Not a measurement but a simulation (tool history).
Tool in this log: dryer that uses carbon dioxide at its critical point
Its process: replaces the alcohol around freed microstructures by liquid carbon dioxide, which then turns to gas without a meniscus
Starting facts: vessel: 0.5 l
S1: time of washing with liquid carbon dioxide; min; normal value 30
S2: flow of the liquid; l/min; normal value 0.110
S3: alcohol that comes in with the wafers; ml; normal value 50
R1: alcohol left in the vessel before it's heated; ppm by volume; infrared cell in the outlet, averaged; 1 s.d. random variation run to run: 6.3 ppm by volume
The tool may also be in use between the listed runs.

run 1 hour=0.0 | S1=30 S2=0.110 S3=50 | R1=396
run 2 hour=34.9 | S1=30 S2=0.110 S3=50 | R1=401
run 3 hour=53.5 | S1=30 S2=0.110 S3=50 | R1=430
-- hour=84.8 inlet filter changed
run 4 hour=86.1 | S1=30 S2=0.110 S3=50 | R1=296
run 5 hour=126.5 | S1=30 S2=0.110 S3=50 | R1=324
run 6 hour=166.7 | S1=30 S2=0.110 S3=50 | R1=343
run 7 hour=198.5 | S1=30 S2=0.110 S3=50 | R1=356
run 8 hour=221.4 | S1=30 S2=0.110 S3=50 | R1=358
run 9 hour=250.9 | S1=30 S2=0.110 S3=50 | R1=356
run 10 hour=283.1 | S1=30 S2=0.110 S3=50 | R1=369
run 11 hour=302.0 | S1=30 S2=0.110 S3=50 | R1=382
run 12 hour=325.9 | S1=30 S2=0.110 S3=50 | R1=396
run 13 hour=349.7 | S1=30 S2=0.110 S3=50 | R1=411
run 14 hour=382.3 | S1=30 S2=0.168 S3=50 | R1=64

Predict the results of run 15:
run 15 hour=422.9 | S1=30 S2=0.168 S3=50 | R1=?

Logged for run 15: R1 73 ppm by volume.
Without the tool's hidden state the same run would have given R1 22 ppm by volume.
